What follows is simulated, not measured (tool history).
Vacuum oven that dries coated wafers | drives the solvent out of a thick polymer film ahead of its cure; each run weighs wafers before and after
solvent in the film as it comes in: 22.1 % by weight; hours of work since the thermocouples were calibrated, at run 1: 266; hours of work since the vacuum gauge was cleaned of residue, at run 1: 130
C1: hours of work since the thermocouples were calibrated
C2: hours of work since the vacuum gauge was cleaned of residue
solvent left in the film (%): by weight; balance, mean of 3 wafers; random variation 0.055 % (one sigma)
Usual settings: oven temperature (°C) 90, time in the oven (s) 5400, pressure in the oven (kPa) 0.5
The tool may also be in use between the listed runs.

{"run": 1, "hour": 0.0, "oven temperature (°C)": 90, "time in the oven (s)": 5400, "pressure in the oven (kPa)": 0.5, "C1": 266, "C2": 130, "solvent left in the film (%)": 2.56}
{"run": 2, "hour": 36.3, "oven temperature (°C)": 90, "time in the oven (s)": 5400, "pressure in the oven (kPa)": 0.332, "C1": 292, "C2": 157, "solvent left in the film (%)": 2.54}
{"run": 3, "hour": 70.9, "oven temperature (°C)": 90, "time in the oven (s)": 5400, "pressure in the oven (kPa)": 0.332, "C1": 318, "C2": 182, "solvent left in the film (%)": 2.53}
{"run": 4, "hour": 114.1, "oven temperature (°C)": 90, "time in the oven (s)": 5400, "pressure in the oven (kPa)": 0.332, "C1": 350, "C2": 214, "solvent left in the film (%)": 2.59}
{"run": 5, "hour": 134.7, "oven temperature (°C)": 90, "time in the oven (s)": 5400, "pressure in the oven (kPa)": 0.497, "C1": 365, "C2": 230, "solvent left in the film (%)": 2.66}
{"run": 6, "hour": 162.3, "oven temperature (°C)": 90, "time in the oven (s)": 3840, "pressure in the oven (kPa)": 0.5, "C1": 386, "C2": 250, "solvent left in the film (%)": 4.38}
{"run": 7, "hour": 201.0, "oven temperature (°C)": 90, "time in the oven (s)": 3840, "pressure in the oven (kPa)": 0.5, "C1": 414, "C2": 279, "solvent left in the film (%)": 4.5}
{"run": 8, "hour": 236.4, "oven temperature (°C)": 90, "time in the oven (s)": 3840, "pressure in the oven (kPa)": 0.5, "C1": 441, "C2": 305, "solvent left in the film (%)": 4.65}
{"hour": 242.3, "done": "oven's thermocouples calibrated"}
{"run": 9, "hour": 268.5, "oven temperature (°C)": 90, "time in the oven (s)": 3840, "pressure in the oven (kPa)": 0.5, "C1": 19, "C2": 327, "solvent left in the film (%)": 4.6}
{"run": 10, "hour": 293.2, "oven temperature (°C)": 90, "time in the oven (s)": 3540, "pressure in the oven (kPa)": 0.593, "C1": 38, "C2": 345, "solvent left in the film (%)": 5.26}
{"run": 11, "hour": 324.8, "oven temperature (°C)": 103, "time in the oven (s)": 2760, "pressure in the oven (kPa)": 0.593, "C1": 61, "C2": 369, "solvent left in the film (%)": 1.58}
{"run": 12, "hour": 358.7, "oven temperature (°C)": 90, "time in the oven (s)": 5400, "pressure in the oven (kPa)": 0.662, "C1": 86, "C2": 394, "solvent left in the film (%)": 2.81}
{"run": 13, "hour": 399.6, "oven temperature (°C)": 90, "time in the oven (s)": 5400, "pressure in the oven (kPa)": 0.447, "C1": 116, "C2": 424, "solvent left in the film (%)": 2.72}
{"run": 14, "hour": 420.8, "oven temperature (°C)": 97, "time in the oven (s)": 7860, "pressure in the oven (kPa)": 0.605, "C1": 132, "C2": 440, "solvent left in the film (%)": 0.34}
{"run": 15, "hour": 439.4, "oven temperature (°C)": 82, "time in the oven (s)": 7920, "pressure in the oven (kPa)": 0.399, "C1": 146, "C2": 454, "solvent left in the film (%)": 4.16}
{"hour": 452.3, "done": "oven's thermocouples calibrated, once more"}
{"run": 16, "hour": 460.1, "oven temperature (°C)": 79, "time in the oven (s)": 4080, "pressure in the oven (kPa)": 1.384, "C1": 6, "C2": 468, "solvent left in the film (%)": 9.71}

5 ways to go on from here, each from the tool as it stands after run 16. What would each give?
{"run": "A", "hour": 495.9, "oven temperature (°C)": 90, "time in the oven (s)": 8460, "pressure in the oven (kPa)": 1.254, "C1": 32, "C2": 494, "solvent left in the film (%)": "?"}
{"run": "B", "hour": 495.9, "oven temperature (°C)": 90, "time in the oven (s)": 4080, "pressure in the oven (kPa)": 1.384, "C1": 32, "C2": 494, "solvent left in the film (%)": "?"}
{"run": "C", "hour": 495.9, "oven temperature (°C)": 80, "time in the oven (s)": 7620, "pressure in the oven (kPa)": 0.729, "C1": 32, "C2": 494, "solvent left in the film (%)": "?"}
{"run": "D", "hour": 495.9, "oven temperature (°C)": 99, "time in the oven (s)": 4800, "pressure in the oven (kPa)": 0.478, "C1": 32, "C2": 494, "solvent left in the film (%)": "?"}
{"run": "E", "hour": 495.9, "oven temperature (°C)": 80, "time in the oven (s)": 4080, "pressure in the oven (kPa)": 1.754, "C1": 32, "C2": 494, "solvent left in the film (%)": "?"}

run=A solvent_left_in_the_film_(%)=1.05
run=B solvent_left_in_the_film_(%)=4.25
run=C solvent_left_in_the_film_(%)=4.97
run=D solvent_left_in_the_film_(%)=0.61
run=E solvent_left_in_the_film_(%)=9.27
Without the tool's hidden state the same runs would have given:
run=A solvent_left_in_the_film_(%)=0.94
run=B solvent_left_in_the_film_(%)=4.02
run=C solvent_left_in_the_film_(%)=4.71
run=D solvent_left_in_the_film_(%)=0.52
run=E solvent_left_in_the_film_(%)=9.01

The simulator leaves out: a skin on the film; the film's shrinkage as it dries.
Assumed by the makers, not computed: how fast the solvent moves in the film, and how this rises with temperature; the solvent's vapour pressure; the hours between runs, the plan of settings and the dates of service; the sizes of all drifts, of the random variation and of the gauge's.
